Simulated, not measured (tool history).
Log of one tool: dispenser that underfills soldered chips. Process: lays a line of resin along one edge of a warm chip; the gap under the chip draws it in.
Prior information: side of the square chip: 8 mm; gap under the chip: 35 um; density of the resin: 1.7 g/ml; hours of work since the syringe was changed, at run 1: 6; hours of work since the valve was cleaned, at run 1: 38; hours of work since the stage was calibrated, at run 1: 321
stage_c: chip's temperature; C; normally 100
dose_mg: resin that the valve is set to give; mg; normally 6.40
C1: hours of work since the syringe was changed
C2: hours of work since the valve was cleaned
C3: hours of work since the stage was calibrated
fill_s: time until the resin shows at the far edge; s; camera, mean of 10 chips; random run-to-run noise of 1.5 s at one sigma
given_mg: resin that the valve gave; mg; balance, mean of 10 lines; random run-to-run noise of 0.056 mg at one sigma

{"run": 1, "hour": 0.0, "stage_c": 100, "dose_mg": 6.4, "C1": 6, "C2": 38, "C3": 321, "fill_s": 203.0, "given_mg": 6.29}
{"hour": 7.4, "done": "new syringe of resin"}
{"run": 2, "hour": 12.1, "stage_c": 100, "dose_mg": 6.4, "C1": 3, "C2": 46, "C3": 330, "fill_s": 171.6, "given_mg": 6.23}
{"run": 3, "hour": 18.6, "stage_c": 100, "dose_mg": 6.4, "C1": 8, "C2": 51, "C3": 334, "fill_s": 236.9, "given_mg": 6.17}
{"hour": 22.9, "done": "new syringe of resin"}
{"run": 4, "hour": 28.3, "stage_c": 100, "dose_mg": 6.4, "C1": 4, "C2": 58, "C3": 341, "fill_s": 181.0, "given_mg": 6.15}
{"run": 5, "hour": 37.4, "stage_c": 100, "dose_mg": 6.4, "C1": 10, "C2": 64, "C3": 347, "fill_s": 276.2, "given_mg": 6.03}
{"hour": 38.6, "done": "new syringe of resin"}
{"hour": 45.0, "done": "dispensing valve cleaned and set on the balance"}
{"run": 6, "hour": 50.3, "stage_c": 100, "dose_mg": 6.4, "C1": 8, "C2": 4, "C3": 356, "fill_s": 232.1, "given_mg": 6.34}
{"hour": 55.5, "done": "new syringe of resin"}
{"run": 7, "hour": 60.8, "stage_c": 100, "dose_mg": 5.63, "C1": 4, "C2": 11, "C3": 363, "fill_s": 176.1, "given_mg": 5.63}
{"run": 8, "hour": 66.1, "stage_c": 110, "dose_mg": 6.4, "C1": 8, "C2": 15, "C3": 367, "fill_s": 160.1, "given_mg": 6.26}
{"hour": 71.6, "done": "new syringe of resin"}
{"run": 9, "hour": 76.8, "stage_c": 112, "dose_mg": 6.4, "C1": 4, "C2": 22, "C3": 374, "fill_s": 120.8, "given_mg": 6.3}
{"hour": 87.4, "done": "new syringe of resin"}
{"run": 10, "hour": 87.6, "stage_c": 112, "dose_mg": 6.4, "C1": 0, "C2": 30, "C3": 382, "fill_s": 94.8, "given_mg": 6.15}
{"run": 11, "hour": 95.3, "stage_c": 100, "dose_mg": 6.4, "C1": 6, "C2": 35, "C3": 387, "fill_s": 200.4, "given_mg": 6.18}
{"hour": 103.3, "done": "new syringe of resin"}
{"run": 12, "hour": 107.6, "stage_c": 100, "dose_mg": 6.4, "C1": 3, "C2": 44, "C3": 396, "fill_s": 165.8, "given_mg": 6.21}
{"hour": 118.7, "done": "new syringe of resin"}
{"run": 13, "hour": 120.2, "stage_c": 100, "dose_mg": 6.4, "C1": 1, "C2": 53, "C3": 405, "fill_s": 149.1, "given_mg": 6.07}
{"run": 14, "hour": 126.5, "stage_c": 93, "dose_mg": 6.4, "C1": 6, "C2": 57, "C3": 409, "fill_s": 255.0, "given_mg": 6.07}
{"hour": 134.2, "done": "new syringe of resin"}
{"run": 15, "hour": 139.8, "stage_c": 100, "dose_mg": 6.4, "C1": 4, "C2": 66, "C3": 418, "fill_s": 180.3, "given_mg": 6.01}
{"hour": 143.5, "done": "dispensing valve cleaned and set on the balance"}
{"hour": 150.9, "done": "new syringe of resin"}
{"run": 16, "hour": 151.9, "stage_c": 100, "dose_mg": 6.4, "C1": 1, "C2": 6, "C3": 426, "fill_s": 143.5, "given_mg": 6.34}
{"run": 17, "hour": 164.9, "stage_c": 100, "dose_mg": 6.4, "C1": 10, "C2": 15, "C3": 435, "fill_s": 261.9, "given_mg": 6.17}
{"hour": 167.1, "done": "new syringe of resin"}
{"run": 18, "hour": 170.7, "stage_c": 99, "dose_mg": 8.03, "C1": 3, "C2": 19, "C3": 439, "fill_s": 163.9, "given_mg": 8.0}
{"run": 19, "hour": 176.7, "stage_c": 99, "dose_mg": 8.03, "C1": 7, "C2": 23, "C3": 444, "fill_s": 216.5, "given_mg": 7.94}
{"hour": 183.0, "done": "new syringe of resin"}
{"run": 20, "hour": 186.0, "stage_c": 107, "dose_mg": 6.4, "C1": 2, "C2": 30, "C3": 450, "fill_s": 123.9, "given_mg": 6.26}
{"run": 21, "hour": 193.0, "stage_c": 97, "dose_mg": 7.17, "C1": 7, "C2": 35, "C3": 455, "fill_s": 238.4, "given_mg": 7.0}
{"hour": 199.2, "done": "new syringe of resin"}
{"run": 22, "hour": 205.4, "stage_c": 97, "dose_mg": 7.17, "C1": 4, "C2": 43, "C3": 464, "fill_s": 197.4, "given_mg": 6.9}
{"run": 23, "hour": 212.4, "stage_c": 86, "dose_mg": 7.67, "C1": 9, "C2": 48, "C3": 469, "fill_s": 411.4, "given_mg": 7.43}
{"hour": 215.3, "done": "new syringe of resin"}
{"run": 24, "hour": 218.4, "stage_c": 86, "dose_mg": 7.67, "C1": 2, "C2": 52, "C3": 473, "fill_s": 260.7, "given_mg": 7.33}
{"run": 25, "hour": 225.9, "stage_c": 86, "dose_mg": 7.67, "C1": 8, "C2": 58, "C3": 478, "fill_s": 367.1, "given_mg": 7.33}
{"hour": 230.6, "done": "new syringe of resin"}
{"run": 26, "hour": 236.3, "stage_c": 106, "dose_mg": 6.26, "C1": 4, "C2": 65, "C3": 485, "fill_s": 144.6, "given_mg": 5.94}
{"hour": 242.8, "done": "dispensing valve cleaned and set on the balance"}
{"hour": 247.8, "done": "new syringe of resin"}
{"run": 27, "hour": 248.4, "stage_c": 97, "dose_mg": 7.49, "C1": 0, "C2": 4, "C3": 493, "fill_s": 154.6, "given_mg": 7.47}
{"run": 28, "hour": 254.2, "stage_c": 97, "dose_mg": 7.49, "C1": 5, "C2": 8, "C3": 497, "fill_s": 199.4, "given_mg": 7.44}
{"run": 29, "hour": 261.0, "stage_c": 92, "dose_mg": 7.11, "C1": 9, "C2": 13, "C3": 502, "fill_s": 325.2, "given_mg": 7.0}
{"hour": 263.2, "done": "new syringe of resin"}
{"run": 30, "hour": 268.1, "stage_c": 111, "dose_mg": 6.75, "C1": 4, "C2": 18, "C3": 507, "fill_s": 116.9, "given_mg": 6.68}
{"run": 31, "hour": 277.5, "stage_c": 111, "dose_mg": 6.75, "C1": 10, "C2": 24, "C3": 514, "fill_s": 178.6, "given_mg": 6.72}
{"hour": 279.3, "done": "new syringe of resin"}
{"run": 32, "hour": 287.5, "stage_c": 92, "dose_mg": 5.44, "C1": 6, "C2": 31, "C3": 521, "fill_s": 270.3, "given_mg": 5.27}
{"hour": 294.9, "done": "new syringe of resin"}
{"run": 33, "hour": 297.3, "stage_c": 100, "dose_mg": 5.72, "C1": 2, "C2": 38, "C3": 527, "fill_s": 155.0, "given_mg": 5.56}
{"run": 34, "hour": 309.5, "stage_c": 93, "dose_mg": 7.76, "C1": 10, "C2": 47, "C3": 536, "fill_s": 336.9, "given_mg": 7.52}

Predict each of these 3 candidate next runs independently; none follows another, all start after run 34:
{"hour": 310.4, "done": "new syringe of resin"}
{"run": "A", "hour": 318.2, "stage_c": 112, "dose_mg": 6.4, "C1": 6, "C2": 53, "C3": 542, "fill_s": "?", "given_mg": "?"}
{"hour": 310.4, "done": "new syringe of resin"}
{"run": "B", "hour": 318.2, "stage_c": 107, "dose_mg": 5.41, "C1": 6, "C2": 53, "C3": 542, "fill_s": "?", "given_mg": "?"}
{"hour": 310.4, "done": "new syringe of resin"}
{"run": "C", "hour": 318.2, "stage_c": 86, "dose_mg": 5.72, "C1": 6, "C2": 53, "C3": 542, "fill_s": "?", "given_mg": "?"}

run=A fill_s=130.7 given_mg=6.19
run=B fill_s=158.9 given_mg=5.19
run=C fill_s=324.9 given_mg=5.31
The same runs, with their run-to-run variation unchanged, on a tool lacking any hidden condition would have given:
run=A fill_s=97.9 given_mg=6.49
run=B fill_s=118.4 given_mg=5.45
run=C fill_s=245.2 given_mg=5.58

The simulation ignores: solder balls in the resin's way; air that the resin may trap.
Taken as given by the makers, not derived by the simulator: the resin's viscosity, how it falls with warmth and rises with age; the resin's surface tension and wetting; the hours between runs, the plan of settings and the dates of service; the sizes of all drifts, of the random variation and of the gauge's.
